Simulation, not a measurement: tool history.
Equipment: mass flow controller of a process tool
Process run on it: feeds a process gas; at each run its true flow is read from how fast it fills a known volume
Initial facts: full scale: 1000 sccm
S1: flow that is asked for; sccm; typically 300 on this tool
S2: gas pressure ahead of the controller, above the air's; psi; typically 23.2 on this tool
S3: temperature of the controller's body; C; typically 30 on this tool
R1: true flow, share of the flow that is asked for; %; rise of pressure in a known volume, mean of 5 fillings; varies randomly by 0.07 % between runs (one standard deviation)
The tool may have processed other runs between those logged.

| run | hour | S1 | S2 | S3 | R1 |
|---|---|---|---|---|---|
| 1 | 0 | 300 | 23.2 | 30 | 99.45 |
| 2 | 81.9 | 300 | 23.2 | 30 | 99.49 |
| 3 | 146.5 | 300 | 23.2 | 30 | 99.29 |
| 4 | 193.3 | 418 | 23.2 | 30 | 99.53 |
| 5 | 275 | 300 | 23.2 | 30 | 99.48 |
| 6 | 349.1 | 300 | 39.2 | 30 | 99.09 |
| 7 | 417.6 | 300 | 23.2 | 30 | 99.34 |
| 8 | 484.5 | 300 | 30.2 | 30 | 99.24 |
| 9 | 557.1 | 300 | 30.2 | 30 | 99.19 |
| 10 | 629.7 | 300 | 30.2 | 30 | 99.1 |
| 11 | 681.8 | 300 | 30.2 | 30 | 99.2 |
| 12 | 734.7 | 300 | 23.2 | 30 | 99.27 |
| 13 | 769.8 | 300 | 23.2 | 30 | 99.38 |
| 14 | 830.1 | 300 | 23.2 | 30 | 99.48 |
| 15 | 911.6 | 300 | 23.2 | 30 | 99.42 |
| 16 | 963.4 | 300 | 23.2 | 30 | 99.38 |
| 17 | 999.9 | 300 | 23.2 | 30 | 99.31 |
| 18 | 1068.9 | 300 | 23.2 | 30 | 99.33 |
| 19 | 1146.5 | 300 | 23.2 | 30 | 99.29 |
| 20 | 1189.1 | 300 | 23.2 | 30 | 99.32 |
| 21 | 1252.8 | 300 | 23.2 | 30 | 99.38 |
| 22 | 1294.5 | 300 | 23.2 | 30 | 99.48 |
| 23 | 1341.4 | 300 | 39.3 | 30 | 99.12 |
| 24 | 1381 | 163 | 22.9 | 23 | 98.89 |
| 25 | 1422.6 | 152 | 39.7 | 34 | 98.79 |
| 26 | 1472.5 | 508 | 39.7 | 23 | 99.08 |
| 27 | 1554 | 508 | 39.7 | 34 | 99.5 |
| 28 | 1618.9 | 147 | 23.1 | 30 | 99.22 |
| 29 | 1674.1 | 147 | 35.8 | 30 | 98.83 |
| 30 | 1742.4 | 109 | 35.5 | 40 | 99.31 |
| 31 | 1822.9 | 109 | 35.5 | 40 | 99.29 |
| 32 | 1865.4 | 471 | 27.3 | 23 | 99.08 |
| 33 | 1910.5 | 728 | 39.7 | 28 | 99.48 |
| 34 | 1995.5 | 300 | 25.2 | 33 | 99.34 |
| 35 | 2035.6 | 417 | 27.6 | 27 | 99.35 |
| 36 | 2099.8 | 417 | 27.6 | 27 | 99.3 |
| 37 | 2169.5 | 133 | 29.3 | 35 | 99.05 |
| 38 | 2233.7 | 287 | 23.2 | 34 | 99.41 |
| 39 | 2294.3 | 421 | 27 | 24 | 99.14 |

What does the tool deliver on the next run?
| 40 | 2371.2 | 111 | 25.4 | 30 | ? |

R1: 99.11 %
The same run, on a tool lacking any hidden state, would have yielded R1 99.13 %.

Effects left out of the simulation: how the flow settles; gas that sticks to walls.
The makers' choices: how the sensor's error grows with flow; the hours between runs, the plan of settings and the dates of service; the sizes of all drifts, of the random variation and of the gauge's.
